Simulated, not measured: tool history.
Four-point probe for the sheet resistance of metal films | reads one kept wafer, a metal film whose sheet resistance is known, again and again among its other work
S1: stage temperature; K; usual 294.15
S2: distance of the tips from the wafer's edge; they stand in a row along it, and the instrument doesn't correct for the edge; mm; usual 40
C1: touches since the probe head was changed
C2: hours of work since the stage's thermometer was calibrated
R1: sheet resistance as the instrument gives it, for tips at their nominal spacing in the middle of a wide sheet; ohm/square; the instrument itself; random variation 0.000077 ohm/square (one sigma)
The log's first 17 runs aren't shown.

run   hour      S1  S2      C1   C2        R1
 18    492  303.15  40  115845   62  0.387597
 19  518.7  303.15  40  117137   76  0.387601
 20  539.9  298.15  42  118168   88  0.387791
 21  564.1  291.15  19  119338  101   0.38876
 22  586.4  291.15  19  120420  113  0.388802
     590.8  -- stage's thermometer calibrated, once more
 23  619.8  296.15   8  122015   16  0.393761
 24  638.6  296.15   8  122928   26  0.393852
 25  668.8  294.15   6  124389   42  0.397827
 26  706.4  294.15  52  126215   63  0.388797
 27    731  295.15  40  127405   76  0.388637

Run 28 comes next. What will it give?
 28  750.5  292.15   6  128351  86   ?

{"run 28": {"R1": 0.397852}}
Without the tool's hidden state the same run would have given R1 0.395891 ohm/square.

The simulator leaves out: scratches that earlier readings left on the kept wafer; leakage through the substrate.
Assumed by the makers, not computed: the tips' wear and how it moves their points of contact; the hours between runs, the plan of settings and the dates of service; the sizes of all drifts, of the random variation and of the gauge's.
